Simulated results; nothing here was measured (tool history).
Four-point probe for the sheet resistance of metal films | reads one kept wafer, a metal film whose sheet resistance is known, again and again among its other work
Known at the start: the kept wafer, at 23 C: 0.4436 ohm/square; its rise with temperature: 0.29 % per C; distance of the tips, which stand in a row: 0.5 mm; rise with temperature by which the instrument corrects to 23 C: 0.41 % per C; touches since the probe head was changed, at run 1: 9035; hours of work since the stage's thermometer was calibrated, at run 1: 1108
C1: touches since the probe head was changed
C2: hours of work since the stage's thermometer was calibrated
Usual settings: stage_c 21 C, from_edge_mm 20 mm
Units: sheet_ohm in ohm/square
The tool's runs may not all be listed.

run 1 hour=0.0 | stage_c=21 from_edge_mm=20 | C1=9035 C2=1108 | sheet_ohm=0.444740
run 2 hour=48.1 | stage_c=21 from_edge_mm=20 | C1=9864 C2=1131 | sheet_ohm=0.444824
run 3 hour=84.7 | stage_c=21 from_edge_mm=20 | C1=10496 C2=1149 | sheet_ohm=0.444868
run 4 hour=128.6 | stage_c=21 from_edge_mm=18 | C1=11253 C2=1169 | sheet_ohm=0.444910
run 5 hour=166.6 | stage_c=21 from_edge_mm=18 | C1=11909 C2=1188 | sheet_ohm=0.444804
run 6 hour=191.4 | stage_c=21 from_edge_mm=20 | C1=12336 C2=1199 | sheet_ohm=0.444897
run 7 hour=213.7 | stage_c=22 from_edge_mm=20 | C1=12721 C2=1210 | sheet_ohm=0.444175
run 8 hour=253.9 | stage_c=22 from_edge_mm=20 | C1=13414 C2=1229 | sheet_ohm=0.444252
run 9 hour=300.6 | stage_c=21 from_edge_mm=20 | C1=14220 C2=1251 | sheet_ohm=0.444853
run 10 hour=339.4 | stage_c=27 from_edge_mm=20 | C1=14889 C2=1270 | sheet_ohm=0.441608
run 11 hour=363.7 | stage_c=27 from_edge_mm=20 | C1=15309 C2=1281 | sheet_ohm=0.441718
run 12 hour=408.7 | stage_c=27 from_edge_mm=20 | C1=16084 C2=1303 | sheet_ohm=0.441755
run 13 hour=454.4 | stage_c=21 from_edge_mm=30 | C1=16873 C2=1324 | sheet_ohm=0.444819
run 14 hour=490.4 | stage_c=21 from_edge_mm=30 | C1=17493 C2=1342 | sheet_ohm=0.444549
-- hour=505.5 stage's thermometer calibrated
run 15 hour=527.6 | stage_c=21 from_edge_mm=20 | C1=18126 C2=11 | sheet_ohm=0.444789
run 16 hour=564.8 | stage_c=28 from_edge_mm=20 | C1=18767 C2=28 | sheet_ohm=0.441211
run 17 hour=592.8 | stage_c=28 from_edge_mm=20 | C1=19251 C2=42 | sheet_ohm=0.441180
run 18 hour=626.1 | stage_c=28 from_edge_mm=20 | C1=19825 C2=57 | sheet_ohm=0.441319
run 19 hour=676.3 | stage_c=27 from_edge_mm=53 | C1=20692 C2=81 | sheet_ohm=0.441655
run 20 hour=701.9 | stage_c=27 from_edge_mm=53 | C1=21133 C2=93 | sheet_ohm=0.441534
run 21 hour=739.0 | stage_c=27 from_edge_mm=53 | C1=21773 C2=111 | sheet_ohm=0.441589
run 22 hour=781.5 | stage_c=28 from_edge_mm=4 | C1=22505 C2=131 | sheet_ohm=0.444697
run 23 hour=825.9 | stage_c=28 from_edge_mm=4 | C1=23271 C2=152 | sheet_ohm=0.444843
run 24 hour=874.7 | stage_c=25 from_edge_mm=14 | C1=24114 C2=176 | sheet_ohm=0.442857
run 25 hour=896.1 | stage_c=33 from_edge_mm=50 | C1=24483 C2=186 | sheet_ohm=0.438503
run 26 hour=920.2 | stage_c=33 from_edge_mm=50 | C1=24898 C2=197 | sheet_ohm=0.438609
run 27 hour=949.8 | stage_c=27 from_edge_mm=60 | C1=25408 C2=211 | sheet_ohm=0.441567
run 28 hour=999.0 | stage_c=27 from_edge_mm=60 | C1=26257 C2=235 | sheet_ohm=0.441445
run 29 hour=1047.8 | stage_c=20 from_edge_mm=7 | C1=27099 C2=258 | sheet_ohm=0.446326
run 30 hour=1093.8 | stage_c=20 from_edge_mm=7 | C1=27892 C2=280 | sheet_ohm=0.446324
run 31 hour=1115.9 | stage_c=34 from_edge_mm=27 | C1=28274 C2=290 | sheet_ohm=0.438091
run 32 hour=1141.8 | stage_c=33 from_edge_mm=29 | C1=28721 C2=303 | sheet_ohm=0.438682
run 33 hour=1167.4 | stage_c=25 from_edge_mm=62 | C1=29161 C2=315 | sheet_ohm=0.442540
run 34 hour=1210.1 | stage_c=26 from_edge_mm=6 | C1=29899 C2=335 | sheet_ohm=0.443582

Forecast each of these 5 alternatives for the next run:
run A hour=1258.1 | stage_c=26 from_edge_mm=4 | C1=30726 C2=358 | sheet_ohm=?
run B hour=1258.1 | stage_c=31 from_edge_mm=38 | C1=30726 C2=358 | sheet_ohm=?
run C hour=1258.1 | stage_c=26 from_edge_mm=5 | C1=30726 C2=358 | sheet_ohm=?
run D hour=1258.1 | stage_c=22 from_edge_mm=10 | C1=30726 C2=358 | sheet_ohm=?
run E hour=1258.1 | stage_c=22 from_edge_mm=8 | C1=30726 C2=358 | sheet_ohm=?

run=A sheet_ohm=0.445921
run=B sheet_ohm=0.439500
run=C sheet_ohm=0.444448
run=D sheet_ohm=0.444910
run=E sheet_ohm=0.445107
Without the tool's hidden state the same runs would have given:
run=A sheet_ohm=0.445917
run=B sheet_ohm=0.439496
run=C sheet_ohm=0.444444
run=D sheet_ohm=0.444906
run=E sheet_ohm=0.445102

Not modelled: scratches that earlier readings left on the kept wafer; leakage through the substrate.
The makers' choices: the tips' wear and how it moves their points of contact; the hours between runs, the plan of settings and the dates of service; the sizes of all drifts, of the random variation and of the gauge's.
